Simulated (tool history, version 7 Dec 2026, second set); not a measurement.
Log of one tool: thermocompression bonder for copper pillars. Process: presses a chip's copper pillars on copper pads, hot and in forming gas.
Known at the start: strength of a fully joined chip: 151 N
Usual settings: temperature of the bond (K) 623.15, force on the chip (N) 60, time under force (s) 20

run	hour	temperature of the bond (K)	force on the chip (N)	time under force (s)	force that shears a chip off (N)
1	0.0	623.15	60	20	52.7
2	12.8	623.15	60	20	53.0
3	39.3	623.15	60	20	52.1
4	65.8	623.15	60	20	52.1
5	79.7	623.15	60	20	51.8
6	96.6	623.15	60	20	51.5
7	116.0	623.15	60	20	51.4
8	140.9	623.15	60	20	51.2
# hour 145.2: forming gas filter changed
9	163.0	623.15	60	20	57.4
10	177.4	623.15	60	20	57.3
11	202.0	623.15	60	20	57.1
12	227.2	623.15	60	20	56.6
13	238.5	623.15	73	20	69.9
14	257.4	623.15	73	20	70.2
15	274.1	593.15	60	20	39.1
16	289.3	593.15	60	20	39.1
17	313.7	593.15	36	20	19.8
18	335.8	593.15	36	20	19.9
19	350.5	623.15	60	42	73.5
20	369.3	623.15	60	42	72.7
21	383.2	623.15	73	22	71.1
22	395.4	623.15	73	22	70.7
23	419.0	634.15	65	33	80.7
24	442.4	623.15	60	20	55.6
25	461.1	636.15	88	12	77.1
26	482.1	643.15	48	23	55.7
27	508.6	643.15	48	23	56.0
28	523.1	623.15	50	20	44.2
29	537.8	637.15	87	30	100.6
30	550.4	622.15	87	20	78.5
31	574.6	622.15	87	20	78.1
32	588.9	621.15	80	20	71.2
33	602.6	647.15	47	27	58.7
34	627.4	630.15	51	20	47.9
35	647.4	630.15	51	20	47.8
36	667.7	648.15	37	27	45.5
37	690.9	597.15	57	20	36.3
38	706.6	625.15	60	13	45.7
39	717.4	625.15	60	13	45.8
40	738.7	628.15	52	21	48.3

4 ways to go on from here, each from the tool as it stands after run 40. What would each give?
A	755.1	623.15	60	47	?
B	755.1	623.15	50	19	?
C	755.1	611.15	49	24	?
D	755.1	598.15	52	21	?

run	force that shears a chip off (N)
A	71.4
B	41.8
C	38.2
D	33.2
Without the tool's hidden state the same runs would have given:
run	force that shears a chip off (N)
A	78.8
B	46.2
C	42.5
D	37.0
